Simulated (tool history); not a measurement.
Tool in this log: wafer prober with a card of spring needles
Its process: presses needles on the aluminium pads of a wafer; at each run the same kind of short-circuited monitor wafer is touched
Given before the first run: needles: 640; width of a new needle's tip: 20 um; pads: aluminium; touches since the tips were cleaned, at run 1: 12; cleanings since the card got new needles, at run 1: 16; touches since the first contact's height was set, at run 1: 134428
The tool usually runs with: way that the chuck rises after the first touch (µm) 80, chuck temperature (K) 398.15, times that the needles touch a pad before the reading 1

| run | day | way that the chuck rises after the first touch (µm) | chuck temperature (K) | times that the needles touch a pad before the reading | touches since the tips were cleaned | cleanings since the card got new needles | touches since the first contact's height was set | resistance of one needle with its contact and lead (mohm) | way that a needle slides on the pad (µm) |
|---|---|---|---|---|---|---|---|---|---|
| 1 | 0.000 | 80 | 398.15 | 1 | 12 | 16 | 134428 | 292 | 20.80 |
|  | 1.150 | tips cleaned on abrasive film |
| 2 | 2.004 | 80 | 398.15 | 1 | 6727 | 17 | 150217 | 286 | 20.62 |
|  | 2.171 | tips cleaned on abrasive film |
|  | 3.233 | tips cleaned on abrasive film |
| 3 | 3.321 | 80 | 398.15 | 1 | 712 | 19 | 160567 | 286 | 20.71 |
|  | 4.200 | tips cleaned on abrasive film |
|  | 5.288 | tips cleaned on abrasive film |
| 4 | 5.871 | 80 | 398.15 | 1 | 4603 | 21 | 180639 | 294 | 20.81 |
|  | 6.362 | tips cleaned on abrasive film |
|  | 7.388 | tips cleaned on abrasive film |
| 5 | 7.558 | 80 | 398.15 | 1 | 1361 | 23 | 193913 | 291 | 20.76 |
|  | 8.417 | tips cleaned on abrasive film |
| 6 | 9.167 | 80 | 398.15 | 1 | 5941 | 24 | 206586 | 291 | 20.83 |
|  | 9.408 | tips cleaned on abrasive film |
|  | 10.388 | tips cleaned on abrasive film |
| 7 | 10.504 | 80 | 398.15 | 1 | 913 | 26 | 217082 | 287 | 20.85 |
|  | 11.458 | tips cleaned on abrasive film |
|  | 12.412 | tips cleaned on abrasive film |
|  | 12.425 | height of the first contact set anew |
| 8 | 12.588 | 80 | 398.15 | 1 | 1260 | 28 | 1260 | 287 | 20.90 |
|  | 13.492 | tips cleaned on abrasive film |
|  | 14.546 | tips cleaned on abrasive film |
| 9 | 14.554 | 80 | 398.15 | 1 | 86 | 30 | 16744 | 283 | 20.85 |
|  | 15.533 | tips cleaned on abrasive film |
|  | 16.554 | tips cleaned on abrasive film |
| 10 | 16.554 | 80 | 398.15 | 1 | 0 | 32 | 32460 | 288 | 20.93 |
|  | 17.596 | tips cleaned on abrasive film |
|  | 18.554 | tips cleaned on abrasive film |
| 11 | 18.808 | 80 | 398.15 | 1 | 2007 | 34 | 50215 | 286 | 20.83 |
|  | 19.608 | tips cleaned on abrasive film |
| 12 | 19.954 | 80 | 398.15 | 1 | 2737 | 35 | 59234 | 288 | 20.94 |
|  | 20.717 | tips cleaned on abrasive film |
|  | 21.704 | tips cleaned on abrasive film |
| 13 | 21.946 | 80 | 398.15 | 1 | 1920 | 37 | 74904 | 289 | 20.97 |
|  | 22.804 | tips cleaned on abrasive film |
| 14 | 23.129 | 80 | 398.15 | 1 | 2568 | 38 | 84195 | 288 | 20.97 |
|  | 23.762 | tips cleaned on abrasive film |
|  | 24.796 | tips cleaned on abrasive film |
| 15 | 25.296 | 80 | 398.15 | 2 | 3951 | 40 | 101252 | 290 | 20.98 |
|  | 25.958 | tips cleaned on abrasive film |
| 16 | 26.846 | 64 | 398.15 | 3 | 7020 | 41 | 113476 | 289 | 16.76 |
|  | 27.000 | tips cleaned on abrasive film |
|  | 28.079 | tips cleaned on abrasive film |
|  | 29.162 | tips cleaned on abrasive film |
| 17 | 29.350 | 65 | 387.15 | 1 | 1488 | 44 | 133149 | 289 | 17.10 |
|  | 30.183 | tips cleaned on abrasive film |
| 18 | 30.621 | 65 | 387.15 | 1 | 3447 | 45 | 143159 | 293 | 17.15 |
|  | 31.204 | tips cleaned on abrasive film |
|  | 32.204 | tips cleaned on abrasive film |
| 19 | 32.546 | 80 | 333.15 | 3 | 2707 | 47 | 158305 | 267 | 20.94 |
|  | 33.254 | tips cleaned on abrasive film |
| 20 | 34.079 | 79 | 343.15 | 1 | 6533 | 48 | 170382 | 274 | 20.81 |
|  | 34.300 | tips cleaned on abrasive film |
|  | 35.404 | tips cleaned on abrasive film |
| 21 | 35.488 | 60 | 304.15 | 1 | 651 | 50 | 181447 | 269 | 15.81 |
|  | 36.471 | tips cleaned on abrasive film |
| 22 | 37.271 | 90 | 318.15 | 2 | 6327 | 51 | 195508 | 262 | 23.95 |
|  | 37.429 | tips cleaned on abrasive film |
|  | 38.396 | tips cleaned on abrasive film |
| 23 | 38.529 | 90 | 347.15 | 2 | 1070 | 53 | 205377 | 272 | 23.88 |
|  | 39.542 | tips cleaned on abrasive film |
|  | 40.683 | tips cleaned on abrasive film |
| 24 | 41.021 | 90 | 318.15 | 3 | 2646 | 55 | 224976 | 265 | 23.67 |
|  | 41.712 | tips cleaned on abrasive film |
|  | 41.962 | height of the first contact set anew |
|  | 42.767 | tips cleaned on abrasive film |
| 25 | 42.892 | 82 | 322.15 | 2 | 1019 | 57 | 7333 | 269 | 21.77 |
|  | 43.775 | tips cleaned on abrasive film |
| 26 | 44.083 | 74 | 299.15 | 2 | 2439 | 58 | 16690 | 262 | 19.57 |
|  | 44.788 | tips cleaned on abrasive film |
|  | 45.958 | tips cleaned on abrasive film |
| 27 | 46.362 | 83 | 327.15 | 2 | 3189 | 60 | 34644 | 266 | 22.05 |
|  | 46.946 | tips cleaned on abrasive film |
|  | 47.279 | gauge calibrated |
|  | 47.900 | tips cleaned on abrasive film |
| 28 | 48.671 | 83 | 327.15 | 2 | 6091 | 62 | 52820 | 267 | 21.48 |
|  | 49.033 | tips cleaned on abrasive film |
|  | 50.033 | tips cleaned on abrasive film |
| 29 | 50.850 | 83 | 327.15 | 3 | 6481 | 64 | 69967 | 271 | 21.51 |
|  | 50.992 | tips cleaned on abrasive film |
|  | 52.121 | tips cleaned on abrasive film |
| 30 | 52.500 | 99 | 398.15 | 1 | 2973 | 66 | 82908 | 286 | 25.54 |

Consider 4 possible next runs. They are alternatives, not a sequence: every one starts from the tool as it was left by run 30. What does each give?
|  | 53.175 | tips cleaned on abrasive film |
|  | 54.296 | tips cleaned on abrasive film |
| A | 55.129 | 80 | 298.15 | 1 | 6568 | 68 | 103614 | ? | ? |
|  | 53.175 | tips cleaned on abrasive film |
|  | 54.296 | tips cleaned on abrasive film |
| B | 55.129 | 80 | 301.15 | 1 | 6568 | 68 | 103614 | ? | ? |
|  | 53.175 | tips cleaned on abrasive film |
|  | 54.296 | tips cleaned on abrasive film |
| C | 55.129 | 89 | 329.15 | 2 | 6568 | 68 | 103614 | ? | ? |
|  | 53.175 | tips cleaned on abrasive film |
|  | 54.296 | tips cleaned on abrasive film |
| D | 55.129 | 67 | 361.15 | 1 | 6568 | 68 | 103614 | ? | ? |

| run | resistance of one needle with its contact and lead (mohm) | way that a needle slides on the pad (µm) |
|---|---|---|
| A | 261 | 20.80 |
| B | 261 | 20.77 |
| C | 265 | 23.03 |
| D | 282 | 17.36 |
Without the tool's unlogged condition, the same runs would have read:
| run | resistance of one needle with its contact and lead (mohm) | way that a needle slides on the pad (µm) |
|---|---|---|
| A | 260 | 20.71 |
| B | 260 | 20.68 |
| C | 264 | 22.93 |
| D | 281 | 17.29 |
